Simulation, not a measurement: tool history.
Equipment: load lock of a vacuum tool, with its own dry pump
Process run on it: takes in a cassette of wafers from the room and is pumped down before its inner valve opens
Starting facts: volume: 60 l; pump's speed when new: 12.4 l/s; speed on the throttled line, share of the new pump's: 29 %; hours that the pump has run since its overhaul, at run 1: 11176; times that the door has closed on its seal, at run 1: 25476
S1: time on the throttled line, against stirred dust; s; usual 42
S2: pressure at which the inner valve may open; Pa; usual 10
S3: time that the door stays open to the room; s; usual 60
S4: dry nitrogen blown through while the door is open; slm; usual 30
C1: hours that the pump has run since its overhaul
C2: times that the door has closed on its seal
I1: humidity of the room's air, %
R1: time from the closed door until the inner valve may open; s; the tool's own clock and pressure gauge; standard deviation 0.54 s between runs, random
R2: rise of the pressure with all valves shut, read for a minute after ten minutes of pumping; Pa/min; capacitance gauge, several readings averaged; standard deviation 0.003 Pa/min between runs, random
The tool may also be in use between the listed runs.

{"run": 1, "day": 0.0, "S1": 42, "S2": 10, "S3": 60, "S4": 30, "C1": 11176, "C2": 25476, "I1": 47.9, "R1": 81.6, "R2": 0.277}
{"run": 2, "day": 9.583, "S1": 42, "S2": 10, "S3": 60, "S4": 30, "C1": 11406, "C2": 26462, "I1": 44.8, "R1": 82.1, "R2": 0.29}
{"run": 3, "day": 17.558, "S1": 42, "S2": 10, "S3": 60, "S4": 30, "C1": 11597, "C2": 27282, "I1": 48.3, "R1": 82.3, "R2": 0.318}
{"day": 22.554, "done": "dry pump taken out, an overhauled one fitted"}
{"run": 4, "day": 23.329, "S1": 42, "S2": 10, "S3": 60, "S4": 30, "C1": 19, "C2": 27851, "I1": 48.0, "R1": 74.5, "R2": 0.324}
{"run": 5, "day": 31.283, "S1": 42, "S2": 10, "S3": 60, "S4": 30, "C1": 209, "C2": 28669, "I1": 45.8, "R1": 74.8, "R2": 0.327}
{"run": 6, "day": 36.346, "S1": 42, "S2": 10, "S3": 60, "S4": 30, "C1": 331, "C2": 29191, "I1": 44.1, "R1": 75.3, "R2": 0.347}
{"run": 7, "day": 41.788, "S1": 42, "S2": 10, "S3": 60, "S4": 30, "C1": 462, "C2": 29751, "I1": 43.6, "R1": 75.3, "R2": 0.354}
{"run": 8, "day": 49.188, "S1": 42, "S2": 10, "S3": 60, "S4": 4, "C1": 639, "C2": 30512, "I1": 45.5, "R1": 74.9, "R2": 0.39}
{"run": 9, "day": 54.246, "S1": 42, "S2": 10, "S3": 60, "S4": 30, "C1": 761, "C2": 31033, "I1": 43.4, "R1": 74.9, "R2": 0.383}
{"run": 10, "day": 64.675, "S1": 42, "S2": 10, "S3": 60, "S4": 30, "C1": 1011, "C2": 32106, "I1": 46.8, "R1": 76.4, "R2": 0.401}
{"run": 11, "day": 73.117, "S1": 42, "S2": 10, "S3": 60, "S4": 30, "C1": 1214, "C2": 32975, "I1": 44.9, "R1": 75.6, "R2": 0.408}
{"run": 12, "day": 84.712, "S1": 42, "S2": 10, "S3": 60, "S4": 30, "C1": 1492, "C2": 34168, "I1": 42.0, "R1": 76.7, "R2": 0.427}
{"run": 13, "day": 94.938, "S1": 42, "S2": 10, "S3": 60, "S4": 30, "C1": 1737, "C2": 35221, "I1": 47.2, "R1": 76.9, "R2": 0.455}
{"run": 14, "day": 100.654, "S1": 23, "S2": 16, "S3": 115, "S4": 30, "C1": 1874, "C2": 35809, "I1": 44.1, "R1": 60.0, "R2": 0.473}
{"run": 15, "day": 109.925, "S1": 23, "S2": 16, "S3": 115, "S4": 26, "C1": 2097, "C2": 36763, "I1": 41.6, "R1": 59.8, "R2": 0.489}
{"run": 16, "day": 116.267, "S1": 23, "S2": 16, "S3": 115, "S4": 26, "C1": 2249, "C2": 37416, "I1": 41.8, "R1": 61.2, "R2": 0.511}
{"run": 17, "day": 122.996, "S1": 39, "S2": 10, "S3": 132, "S4": 17, "C1": 2411, "C2": 38108, "I1": 44.0, "R1": 74.4, "R2": 0.55}
{"run": 18, "day": 130.904, "S1": 77, "S2": 10, "S3": 60, "S4": 37, "C1": 2600, "C2": 38922, "I1": 47.2, "R1": 100.2, "R2": 0.55}

Branching from run 18: 4 alternative next runs. What would each branch give?
{"run": "A", "day": 138.792, "S1": 42, "S2": 10, "S3": 84, "S4": 4, "C1": 2790, "C2": 39734, "I1": 40.3, "R1": "?", "R2": "?"}
{"run": "B", "day": 138.792, "S1": 42, "S2": 10, "S3": 40, "S4": 9, "C1": 2790, "C2": 39734, "I1": 41.7, "R1": "?", "R2": "?"}
{"run": "C", "day": 138.792, "S1": 77, "S2": 16, "S3": 41, "S4": 37, "C1": 2790, "C2": 39734, "I1": 46.1, "R1": "?", "R2": "?"}
{"run": "D", "day": 138.792, "S1": 24, "S2": 10, "S3": 198, "S4": 30, "C1": 2790, "C2": 39734, "I1": 48.0, "R1": "?", "R2": "?"}

run=A R1=76.6 R2=0.585
run=B R1=76.8 R2=0.564
run=C R1=99.7 R2=0.563
run=D R1=64.0 R2=0.576
Take away the tool's hidden state, keep each run's random variation, and the runs would have read:
run=A R1=74.8 R2=0.042
run=B R1=75.0 R2=0.027
run=C R1=98.6 R2=0.019
run=D R1=61.9 R2=0.036

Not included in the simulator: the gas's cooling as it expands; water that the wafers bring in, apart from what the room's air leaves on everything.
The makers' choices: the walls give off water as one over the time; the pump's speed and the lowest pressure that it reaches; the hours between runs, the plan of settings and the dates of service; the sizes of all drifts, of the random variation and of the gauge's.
